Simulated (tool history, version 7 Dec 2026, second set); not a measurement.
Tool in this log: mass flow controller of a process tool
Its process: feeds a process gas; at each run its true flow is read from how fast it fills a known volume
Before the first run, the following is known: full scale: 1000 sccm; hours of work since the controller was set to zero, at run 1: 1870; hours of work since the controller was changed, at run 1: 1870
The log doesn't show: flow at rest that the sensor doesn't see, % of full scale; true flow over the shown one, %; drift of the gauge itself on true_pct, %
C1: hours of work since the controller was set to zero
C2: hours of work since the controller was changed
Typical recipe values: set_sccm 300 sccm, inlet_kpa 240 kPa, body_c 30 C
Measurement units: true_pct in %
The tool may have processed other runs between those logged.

{"run": 1, "hour": 0.0, "set_sccm": 300, "inlet_kpa": 240, "body_c": 30, "C1": 1870, "C2": 1870, "true_pct": 97.68}
{"run": 2, "hour": 229.6, "set_sccm": 300, "inlet_kpa": 240, "body_c": 30, "C1": 1948, "C2": 1948, "true_pct": 97.71}
{"run": 3, "hour": 594.1, "set_sccm": 300, "inlet_kpa": 240, "body_c": 30, "C1": 2073, "C2": 2073, "true_pct": 97.88}
{"run": 4, "hour": 822.3, "set_sccm": 300, "inlet_kpa": 240, "body_c": 30, "C1": 2152, "C2": 2152, "true_pct": 98.06}
{"run": 5, "hour": 1072.6, "set_sccm": 399, "inlet_kpa": 240, "body_c": 30, "C1": 2237, "C2": 2237, "true_pct": 98.42}
{"run": 6, "hour": 1429.7, "set_sccm": 399, "inlet_kpa": 240, "body_c": 30, "C1": 2360, "C2": 2360, "true_pct": 98.5}
{"run": 7, "hour": 1789.6, "set_sccm": 399, "inlet_kpa": 240, "body_c": 30, "C1": 2483, "C2": 2483, "true_pct": 98.53}
{"run": 8, "hour": 1984.7, "set_sccm": 399, "inlet_kpa": 240, "body_c": 30, "C1": 2550, "C2": 2550, "true_pct": 98.61}
{"run": 9, "hour": 2290.0, "set_sccm": 399, "inlet_kpa": 240, "body_c": 30, "C1": 2655, "C2": 2655, "true_pct": 98.81}
{"run": 10, "hour": 2585.1, "set_sccm": 399, "inlet_kpa": 240, "body_c": 30, "C1": 2756, "C2": 2756, "true_pct": 98.83}
{"run": 11, "hour": 2806.5, "set_sccm": 399, "inlet_kpa": 240, "body_c": 30, "C1": 2832, "C2": 2832, "true_pct": 98.97}
{"run": 12, "hour": 3035.7, "set_sccm": 399, "inlet_kpa": 240, "body_c": 30, "C1": 2910, "C2": 2910, "true_pct": 99}
{"run": 13, "hour": 3226.7, "set_sccm": 379, "inlet_kpa": 240, "body_c": 30, "C1": 2976, "C2": 2976, "true_pct": 99.03}
{"run": 14, "hour": 3568.1, "set_sccm": 300, "inlet_kpa": 240, "body_c": 30, "C1": 3093, "C2": 3093, "true_pct": 99}
{"run": 15, "hour": 3760.1, "set_sccm": 300, "inlet_kpa": 240, "body_c": 30, "C1": 3159, "C2": 3159, "true_pct": 98.82}
{"run": 16, "hour": 4099.1, "set_sccm": 300, "inlet_kpa": 240, "body_c": 30, "C1": 3275, "C2": 3275, "true_pct": 99.13}
{"run": 17, "hour": 4469.5, "set_sccm": 300, "inlet_kpa": 240, "body_c": 30, "C1": 3402, "C2": 3402, "true_pct": 99.25}
{"hour": 4592.3, "done": "gauge calibrated"}
{"run": 18, "hour": 4818.1, "set_sccm": 300, "inlet_kpa": 240, "body_c": 30, "C1": 3521, "C2": 3521, "true_pct": 97.74}
{"run": 19, "hour": 5090.5, "set_sccm": 107, "inlet_kpa": 204, "body_c": 21, "C1": 3615, "C2": 3615, "true_pct": 98.33}
{"run": 20, "hour": 5483.5, "set_sccm": 107, "inlet_kpa": 204, "body_c": 21, "C1": 3749, "C2": 3749, "true_pct": 98.55}
{"run": 21, "hour": 5681.2, "set_sccm": 952, "inlet_kpa": 179, "body_c": 36, "C1": 3817, "C2": 3817, "true_pct": 99.22}
{"run": 22, "hour": 6064.6, "set_sccm": 323, "inlet_kpa": 193, "body_c": 34, "C1": 3949, "C2": 3949, "true_pct": 98.06}
{"run": 23, "hour": 6447.9, "set_sccm": 323, "inlet_kpa": 193, "body_c": 34, "C1": 4080, "C2": 4080, "true_pct": 98.25}
{"run": 24, "hour": 6700.6, "set_sccm": 170, "inlet_kpa": 193, "body_c": 27, "C1": 4167, "C2": 4167, "true_pct": 98.55}
{"run": 25, "hour": 7046.0, "set_sccm": 170, "inlet_kpa": 193, "body_c": 27, "C1": 4285, "C2": 4285, "true_pct": 98.89}
{"run": 26, "hour": 7277.2, "set_sccm": 300, "inlet_kpa": 171, "body_c": 30, "C1": 4364, "C2": 4364, "true_pct": 98.97}
{"run": 27, "hour": 7524.2, "set_sccm": 300, "inlet_kpa": 171, "body_c": 30, "C1": 4449, "C2": 4449, "true_pct": 99.11}
{"run": 28, "hour": 7868.3, "set_sccm": 300, "inlet_kpa": 153, "body_c": 33, "C1": 4567, "C2": 4567, "true_pct": 99.09}
{"run": 29, "hour": 8085.0, "set_sccm": 300, "inlet_kpa": 153, "body_c": 33, "C1": 4641, "C2": 4641, "true_pct": 99.12}
{"run": 30, "hour": 8295.2, "set_sccm": 577, "inlet_kpa": 254, "body_c": 33, "C1": 4713, "C2": 4713, "true_pct": 99.19}
{"run": 31, "hour": 8612.1, "set_sccm": 577, "inlet_kpa": 254, "body_c": 33, "C1": 4822, "C2": 4822, "true_pct": 99.35}
{"run": 32, "hour": 8895.1, "set_sccm": 474, "inlet_kpa": 158, "body_c": 30, "C1": 4919, "C2": 4919, "true_pct": 100.05}
{"run": 33, "hour": 9296.6, "set_sccm": 474, "inlet_kpa": 158, "body_c": 30, "C1": 5057, "C2": 5057, "true_pct": 100.22}
{"run": 34, "hour": 9649.9, "set_sccm": 474, "inlet_kpa": 158, "body_c": 30, "C1": 5178, "C2": 5178, "true_pct": 100.45}
{"run": 35, "hour": 9944.3, "set_sccm": 474, "inlet_kpa": 158, "body_c": 21, "C1": 5279, "C2": 5279, "true_pct": 101.31}

Consider 3 possible next runs. They are alternatives, not a sequence: every one starts from the tool as it was left by run 35. What does each give?
{"run": "A", "hour": 10136.5, "set_sccm": 300, "inlet_kpa": 146, "body_c": 32, "C1": 5345, "C2": 5345, "true_pct": "?"}
{"run": "B", "hour": 10136.5, "set_sccm": 166, "inlet_kpa": 168, "body_c": 26, "C1": 5345, "C2": 5345, "true_pct": "?"}
{"run": "C", "hour": 10136.5, "set_sccm": 474, "inlet_kpa": 214, "body_c": 39, "C1": 5345, "C2": 5345, "true_pct": "?"}

run=A true_pct=99.96
run=B true_pct=100.16
run=C true_pct=99.3
With the hidden condition removed and each run's random variation left untouched, the same runs would have given:
run=A true_pct=97.94
run=B true_pct=98.13
run=C true_pct=97.3

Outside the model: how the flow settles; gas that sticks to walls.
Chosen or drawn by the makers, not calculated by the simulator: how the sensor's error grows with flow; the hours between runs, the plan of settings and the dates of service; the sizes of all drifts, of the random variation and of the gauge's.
